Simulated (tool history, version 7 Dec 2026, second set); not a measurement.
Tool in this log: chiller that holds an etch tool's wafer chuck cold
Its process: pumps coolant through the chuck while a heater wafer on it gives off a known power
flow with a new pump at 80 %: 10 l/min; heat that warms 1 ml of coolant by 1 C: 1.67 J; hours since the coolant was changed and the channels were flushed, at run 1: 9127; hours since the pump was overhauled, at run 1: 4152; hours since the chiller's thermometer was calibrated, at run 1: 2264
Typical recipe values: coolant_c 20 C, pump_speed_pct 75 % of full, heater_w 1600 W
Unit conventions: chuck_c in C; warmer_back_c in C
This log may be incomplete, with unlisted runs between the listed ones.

run,hour,coolant_c,pump_speed_pct,heater_w,hours since the coolant was changed and the channels were flushed,hours since the pump was overhauled,hours since the chiller's thermometer was calibrated,chuck_c,warmer_back_c
1,0.0,20,75,1600,9127,4152,2264,38.3,6.65
# hour 54.3: coolant changed, channels flushed
2,107.0,20,75,1600,53,4253,2365,35.7,6.72
3,212.2,20,75,1600,158,4359,2470,35.8,6.75
4,287.6,20,75,1600,233,4434,2545,35.8,6.76
5,377.3,20,75,1600,323,4524,2635,35.8,6.66
6,428.9,20,75,1600,375,4575,2687,35.8,6.76
7,544.0,20,75,1600,490,4690,2802,36.1,6.77
8,658.0,20,75,1600,604,4804,2916,36.1,6.80
9,771.1,20,75,1600,717,4917,3029,36.0,6.85
10,865.9,20,75,1600,812,5012,3124,36.1,6.83
11,924.5,20,75,1600,870,5071,3182,36.1,6.83
12,1008.1,20,75,1600,954,5154,3266,36.2,6.88
13,1062.8,20,75,1600,1008,5209,3321,36.4,6.78
14,1124.9,20,75,1600,1071,5271,3383,36.2,6.77
15,1210.7,20,75,1833,1156,5357,3469,38.6,7.89
16,1326.9,18,75,1833,1273,5473,3585,36.8,7.86
17,1440.8,10,75,1833,1387,5587,3699,28.9,7.90
18,1529.3,10,71,1833,1475,5676,3787,30.1,8.43
19,1583.3,10,71,1833,1529,5730,3841,30.0,8.48
20,1630.4,10,71,1833,1576,5777,3888,30.1,8.45
21,1716.9,10,71,1833,1663,5863,3975,30.3,8.44
# hour 1786.3: chiller's thermometer calibrated
22,1822.9,10,71,1833,1768,5968,37,30.1,8.45
23,1907.0,10,71,1833,1852,6052,121,30.2,8.45
24,1960.2,20,62,943,1905,6106,174,31.8,5.11
25,2074.2,20,75,1600,2019,6220,288,36.6,7.02
26,2186.2,20,75,1600,2131,6332,400,36.9,7.00
27,2260.5,20,75,1600,2205,6406,474,36.9,7.05
28,2350.8,20,75,1959,2296,6496,565,40.8,8.65
29,2434.4,12,73,1686,2379,6580,648,30.2,7.68
30,2530.8,22,73,1686,2475,6676,745,40.6,7.70
31,2603.2,13,64,1125,2548,6749,817,27.1,6.02

What if the next run were any one of these 4? Each begins from the tool's condition after run 31:
A,2654.5,20,75,2054,2599,6800,868,?,?
B,2654.5,20,85,2042,2599,6800,868,?,?
C,2654.5,11,98,1600,2599,6800,868,?,?
D,2654.5,18,72,1125,2599,6800,868,?,?

run,chuck_c,warmer_back_c
A,41.9,9.13
B,39.3,7.78
C,24.3,5.24
D,30.5,5.22
Take away the tool's hidden state, keep each run's random variation, and the runs would have read:
run,chuck_c,warmer_back_c
A,38.6,7.96
B,36.5,6.77
C,22.3,4.57
D,28.7,4.55

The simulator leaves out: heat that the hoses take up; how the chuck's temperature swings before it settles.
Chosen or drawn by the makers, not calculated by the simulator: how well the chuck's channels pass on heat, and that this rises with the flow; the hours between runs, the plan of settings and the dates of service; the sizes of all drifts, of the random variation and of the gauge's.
